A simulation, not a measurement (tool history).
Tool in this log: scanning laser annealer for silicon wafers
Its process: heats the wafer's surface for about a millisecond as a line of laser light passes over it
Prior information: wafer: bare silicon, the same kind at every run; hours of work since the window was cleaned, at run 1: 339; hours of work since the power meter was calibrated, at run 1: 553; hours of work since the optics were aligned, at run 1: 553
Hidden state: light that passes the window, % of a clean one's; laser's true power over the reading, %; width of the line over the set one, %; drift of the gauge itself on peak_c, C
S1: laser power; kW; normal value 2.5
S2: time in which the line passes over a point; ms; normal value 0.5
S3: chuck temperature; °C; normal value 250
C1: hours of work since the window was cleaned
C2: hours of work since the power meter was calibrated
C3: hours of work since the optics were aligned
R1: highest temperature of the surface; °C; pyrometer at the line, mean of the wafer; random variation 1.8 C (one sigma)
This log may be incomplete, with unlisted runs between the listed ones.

run     day   S1     S2   S3   C1   C2   C3    R1
  1       0  2.5    0.5  250  339  553  553   967
  2   2.767  2.5    0.5  214  383  597  597   930
  3   5.375  2.5    0.5  250  425  639  639   963
  4   7.929  2.5    0.5  250  466  680  680   960
      8.367  -- optics aligned, line set to its width
  5  10.675  2.5    0.5  250  507  721   37   953
  6  12.979  2.5  0.358  237  544  758   74   840
  7  14.738  2.5    0.5  216  572  786  102   916
  8  16.908  2.5  0.438  224  607  821  137   883
     17.671  -- optics aligned, line set to its width, once more
  9  18.738  2.5  0.549  254  633  847   17  1003

What does the tool deliver on the next run?
 10  20.792  2.5  0.549  254  666  880  50   ?

R1: 998 °C
Were there no unlogged condition in the tool, this run, its random variation unchanged, would have produced R1 1020 °C.
